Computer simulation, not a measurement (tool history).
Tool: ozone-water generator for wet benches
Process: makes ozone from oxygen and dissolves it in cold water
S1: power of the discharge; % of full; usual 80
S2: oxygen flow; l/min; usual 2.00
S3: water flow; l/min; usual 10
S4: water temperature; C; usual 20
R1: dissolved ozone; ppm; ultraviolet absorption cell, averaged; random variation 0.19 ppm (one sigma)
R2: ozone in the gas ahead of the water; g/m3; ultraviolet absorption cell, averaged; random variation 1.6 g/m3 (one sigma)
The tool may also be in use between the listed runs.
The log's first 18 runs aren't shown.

{"run": 19, "day": 102.317, "S1": 80, "S2": 2.0, "S3": 8, "S4": 18, "R1": 27.5, "R2": 251.6}
{"run": 20, "day": 106.646, "S1": 80, "S2": 1.26, "S3": 12, "S4": 18, "R1": 18.6, "R2": 345.0}
{"day": 111.55, "done": "water thermometer calibrated"}
{"run": 21, "day": 113.467, "S1": 80, "S2": 1.27, "S3": 7, "S4": 18, "R1": 31.8, "R2": 341.1}
{"run": 22, "day": 117.058, "S1": 80, "S2": 1.83, "S3": 10, "S4": 18, "R1": 22.5, "R2": 265.3}
{"run": 23, "day": 123.975, "S1": 80, "S2": 2.0, "S3": 7, "S4": 20, "R1": 29.4, "R2": 249.3}
{"run": 24, "day": 130.329, "S1": 80, "S2": 2.0, "S3": 7, "S4": 23, "R1": 27.6, "R2": 246.5}
{"run": 25, "day": 137.496, "S1": 45, "S2": 1.17, "S3": 16, "S4": 20, "R1": 9.3, "R2": 258.9}
{"run": 26, "day": 142.992, "S1": 45, "S2": 1.17, "S3": 16, "S4": 20, "R1": 9.1, "R2": 259.8}
{"run": 27, "day": 147.779, "S1": 45, "S2": 1.17, "S3": 16, "S4": 20, "R1": 9.0, "R2": 258.0}
{"run": 28, "day": 154.404, "S1": 80, "S2": 1.91, "S3": 9, "S4": 23, "R1": 22.1, "R2": 249.5}
{"run": 29, "day": 158.579, "S1": 80, "S2": 1.15, "S3": 10, "S4": 21, "R1": 20.4, "R2": 347.9}
{"run": 30, "day": 165.796, "S1": 80, "S2": 1.15, "S3": 10, "S4": 21, "R1": 20.3, "R2": 343.3}
{"run": 31, "day": 173.088, "S1": 80, "S2": 1.15, "S3": 10, "S4": 21, "R1": 20.2, "R2": 343.0}
{"run": 32, "day": 176.621, "S1": 66, "S2": 3.09, "S3": 10, "S4": 20, "R1": 17.3, "R2": 160.4}

3 ways to go on from here, each from the tool as it stands after run 32. What would each give?
{"run": "A", "day": 182.283, "S1": 80, "S2": 2.44, "S3": 7, "S4": 24, "R1": "?", "R2": "?"}
{"run": "B", "day": 182.283, "S1": 64, "S2": 2.0, "S3": 14, "S4": 20, "R1": "?", "R2": "?"}
{"run": "C", "day": 182.283, "S1": 69, "S2": 2.0, "S3": 10, "S4": 18, "R1": "?", "R2": "?"}

run=A R1=24.5 R2=205.5
run=B R1=13.0 R2=209.2
run=C R1=19.1 R2=217.7
Without the tool's hidden state the same runs would have given:
run=A R1=32.0 R2=261.7
run=B R1=16.5 R2=259.1
run=C R1=24.6 R2=272.3

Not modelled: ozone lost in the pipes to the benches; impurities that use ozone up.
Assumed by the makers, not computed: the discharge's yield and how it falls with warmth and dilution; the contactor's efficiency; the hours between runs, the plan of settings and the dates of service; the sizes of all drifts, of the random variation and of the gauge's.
